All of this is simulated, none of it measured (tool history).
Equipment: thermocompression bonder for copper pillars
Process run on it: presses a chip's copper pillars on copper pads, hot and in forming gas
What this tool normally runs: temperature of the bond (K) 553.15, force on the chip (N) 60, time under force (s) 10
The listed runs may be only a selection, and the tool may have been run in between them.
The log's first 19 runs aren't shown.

run	hour	temperature of the bond (K)	force on the chip (N)	time under force (s)	force that shears a chip off (N)
20	632.4	553.15	60	10	63.9
21	653.8	565.15	37	29	76.5
# hour 680.5: force cell calibrated
22	680.5	547.15	49	26	72.7
23	710.9	547.15	57	26	77.0
24	735.8	550.15	66	9	62.6
25	756.1	553.15	60	9	60.6
26	794.7	555.15	60	9	61.9
# hour 804.6: forming gas filter changed
27	814.9	575.15	51	19	89.3
28	858.9	574.15	40	10	68.2
29	889.6	553.15	78	7	66.6

The next listed run, before its measurement:
30	923.6	524.15	60	7	?

Logged for run 30: force that shears a chip off (N) 37.5.
With no hidden state in the tool, this same run would have given force that shears a chip off (N) 44.9.

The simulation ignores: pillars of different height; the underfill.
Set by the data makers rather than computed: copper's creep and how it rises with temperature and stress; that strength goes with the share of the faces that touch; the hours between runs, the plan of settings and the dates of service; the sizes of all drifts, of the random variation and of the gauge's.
